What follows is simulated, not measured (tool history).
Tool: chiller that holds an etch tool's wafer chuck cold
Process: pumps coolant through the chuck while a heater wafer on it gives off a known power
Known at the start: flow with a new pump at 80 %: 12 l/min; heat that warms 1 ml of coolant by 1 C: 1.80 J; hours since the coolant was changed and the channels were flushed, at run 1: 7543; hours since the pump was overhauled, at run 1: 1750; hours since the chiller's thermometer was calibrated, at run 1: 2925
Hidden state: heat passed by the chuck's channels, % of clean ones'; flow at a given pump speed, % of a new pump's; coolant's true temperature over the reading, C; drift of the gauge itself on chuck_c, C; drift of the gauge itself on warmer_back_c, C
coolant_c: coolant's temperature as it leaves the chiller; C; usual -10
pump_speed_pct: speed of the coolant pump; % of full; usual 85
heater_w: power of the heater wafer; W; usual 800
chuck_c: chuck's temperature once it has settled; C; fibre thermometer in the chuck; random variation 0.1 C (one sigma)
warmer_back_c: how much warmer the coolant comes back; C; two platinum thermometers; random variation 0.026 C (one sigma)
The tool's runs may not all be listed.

run	hour	coolant_c	pump_speed_pct	heater_w	hours since the coolant was changed and the channels were flushed	hours since the pump was overhauled	hours since the chiller's thermometer was calibrated	chuck_c	warmer_back_c
1	0	-10	85	800	7543	1750	2925	-1.6	2.09
2	42.3	-10	85	800	7585	1792	2968	-1.5	2.14
3	80	-10	85	800	7623	1830	3005	-1.8	2.15
4	105	-10	85	800	7648	1855	3030	-1.8	2.13
5	144.2	-10	85	800	7687	1894	3069	-1.7	2.11
6	185.5	-10	85	800	7729	1935	3111	-1.5	2.15
7	233.9	-10	85	800	7777	1984	3159	-1.5	2.2
8	265.9	-10	85	800	7809	2016	3191	-1.8	2.18
9	310.2	-10	85	800	7853	2060	3235	-1.7	2.2
# hour 331.5: chiller's thermometer calibrated
10	344.9	-10	85	800	7887	2094	13	-1.8	2.22
11	368.8	-10	65	800	7911	2118	37	-0.5	2.95
12	404.7	-10	85	480	7947	2153	73	-5.1	1.46
13	451.2	-10	85	480	7993	2200	120	-4.9	1.48
14	474.7	-10	85	480	8017	2223	143	-5	1.45
15	504.8	-10	92	480	8047	2254	173	-5.2	1.37
16	544.6	-10	92	480	8087	2293	213	-5.2	1.42
17	588.2	-9	65	800	8130	2337	257	0.6	3.08
18	628.9	-9	65	800	8171	2378	297	0.5	3.12
19	671.7	-15	85	800	8214	2420	340	-6.7	2.4
20	711.5	-15	85	800	8254	2460	380	-6.6	2.47
21	741.5	-11	85	978	8284	2490	410	-0.7	2.93
22	769.1	-18	97	978	8311	2518	438	-8.4	2.58
23	792.8	-13	78	1052	8335	2541	461	-1.6	3.38
# hour 819.4: gauge calibrated
24	827.1	-13	78	1052	8369	2576	496	-1.4	3.02
25	874.8	-13	78	1052	8417	2624	543	-1.6	2.98
26	902.2	-17	80	662	8444	2651	571	-9.8	1.9
27	948.5	-17	80	662	8491	2697	617	-9.8	1.9
28	991.2	-2	71	800	8533	2740	660	7.2	2.61
# hour 1016.1: coolant changed, channels flushed
29	1044.5	-14	65	492	28	2787	707	-8	1.82
30	1074.9	-3	73	1105	59	2818	737	9.6	3.5
31	1108.9	-3	73	1105	93	2852	771	9.3	3.49

How the hidden state differs across the entries between the runs, from the last listed run before each to the first after it:
Between runs 9 and 10: chiller's thermometer calibrated (hour 331.5)
  drift of the gauge itself on warmer_back_c, C: 0.15 -> 0.17
  measured less the result without the state, warmer_back_c: +0.15 -> +0.17 C
Between runs 23 and 24: gauge calibrated (hour 819.4)
  drift of the gauge itself on warmer_back_c, C: 0.39 -> 0
  measured less the result without the state, warmer_back_c: +0.39 -> +0 C
Between runs 28 and 29: coolant changed, channels flushed (hour 1016.1)
  heat passed by the chuck's channels, % of clean ones': 99.6 -> 100; drift of the gauge itself on warmer_back_c, C: 0.08 -> 0.11
  measured less the result without the state, warmer_back_c: +0.08 -> +0.11 C

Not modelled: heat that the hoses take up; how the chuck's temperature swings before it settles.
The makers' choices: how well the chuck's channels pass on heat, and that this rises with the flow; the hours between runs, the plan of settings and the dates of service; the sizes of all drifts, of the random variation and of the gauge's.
